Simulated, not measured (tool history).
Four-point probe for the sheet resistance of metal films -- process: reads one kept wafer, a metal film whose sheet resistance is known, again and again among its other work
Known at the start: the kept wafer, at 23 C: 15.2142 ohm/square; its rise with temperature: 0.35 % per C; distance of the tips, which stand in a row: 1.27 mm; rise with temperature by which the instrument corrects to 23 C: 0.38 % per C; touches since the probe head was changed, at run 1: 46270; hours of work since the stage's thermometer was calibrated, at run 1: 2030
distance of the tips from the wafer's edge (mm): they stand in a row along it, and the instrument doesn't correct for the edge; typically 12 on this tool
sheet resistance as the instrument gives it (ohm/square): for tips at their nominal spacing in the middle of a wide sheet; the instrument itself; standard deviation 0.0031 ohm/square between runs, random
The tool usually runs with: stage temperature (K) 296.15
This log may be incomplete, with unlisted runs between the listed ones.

run    hour  stage temperature (K)  distance of the tips from the wafer's edge (mm)  touches since the probe head was changed  hours of work since the stage's thermometer was calibrated  sheet resistance as the instrument gives it (ohm/square)
  1       0                 296.15                                               12                                     46270                                                        2030                                                 15.125151
  2    39.5                 296.15                                               12                                     48505                                                        2061                                                 15.124764
  3     124                 296.15                                               12                                     53285                                                        2126                                                 15.111687
  4   185.5                 296.15                                               12                                     56769                                                        2174                                                 15.100548
  5   234.3                 296.15                                               12                                     59530                                                        2212                                                 15.094442
        256  -- new probe head fitted
  6   293.5                 296.15                                               12                                      2126                                                        2257                                                  15.30732
  7   330.6                 296.15                                               12                                      4225                                                        2286                                                 15.301433
  8   367.1                 296.15                                               33                                      6288                                                        2315                                                 15.216323
  9     419                 296.15                                               12                                      9227                                                        2355                                                  15.28401
 10   457.9                 296.15                                               12                                     11424                                                        2385                                                 15.282125
 11   518.7                 296.15                                               12                                     14869                                                        2432                                                 15.271507
 12   606.1                 297.15                                               12                                     19811                                                        2500                                                 15.253224
 13     670                 297.15                                               13                                     23430                                                        2550                                                 15.236362
 14   713.1                 294.15                                               30                                     25867                                                        2584                                                 15.174637
 15   769.3                 294.15                                               30                                     29047                                                        2627                                                 15.165246
 16   845.1                 300.15                                               14                                     33336                                                        2686                                                 15.181007
 17   924.7                 307.15                                               14                                     37843                                                        2748                                                 15.135821
 18   962.2                 307.15                                               14                                     39964                                                        2777                                                 15.137208
      984.3  -- stage's thermometer calibrated
 19  1024.6                 291.15                                               38                                     43469                                                          31                                                 15.093098
 20  1104.4                 291.15                                               48                                     47981                                                          93                                                 15.077846
 21  1179.8                 291.15                                               48                                     52248                                                         152                                                 15.067637
 22  1219.2                 291.15                                               48                                     54477                                                         183                                                 15.067387
 23  1263.8                 295.15                                                5                                     57004                                                         217                                                 15.534701

For some of the steps in sheet resistance as the instrument gives it (ohm/square) from one run to the next: how much would appear even if the tool had no hidden state, given the settings, what came in and random variation, and how much remains for the hidden state plus any gauge scatter that the measured result and the result without hidden state don't share?
Unlogged tool condition in this case: inner tips' distance over the nominal, %; tips' flats over new ones', %; wafer's true temperature over the reading, C; drift of the gauge itself on sheet_ohm, %.
Run 5 -> 6: new probe head fitted. sheet resistance as the instrument gives it (ohm/square) +0.212878: hidden state +0.210814, all else +0.002064.
Run 18 -> 19: stage temperature (K) 307.15 -> 291.15, distance of the tips from the wafer's edge (mm) 14 -> 38, stage's thermometer calibrated. sheet resistance as the instrument gives it (ohm/square) -0.04411: hidden state -0.052933, all else +0.008823.
Run 22 -> 23: stage temperature (K) 291.15 -> 295.15, distance of the tips from the wafer's edge (mm) 48 -> 5. sheet resistance as the instrument gives it (ohm/square) +0.467314: hidden state -0.012246, all else +0.47956.

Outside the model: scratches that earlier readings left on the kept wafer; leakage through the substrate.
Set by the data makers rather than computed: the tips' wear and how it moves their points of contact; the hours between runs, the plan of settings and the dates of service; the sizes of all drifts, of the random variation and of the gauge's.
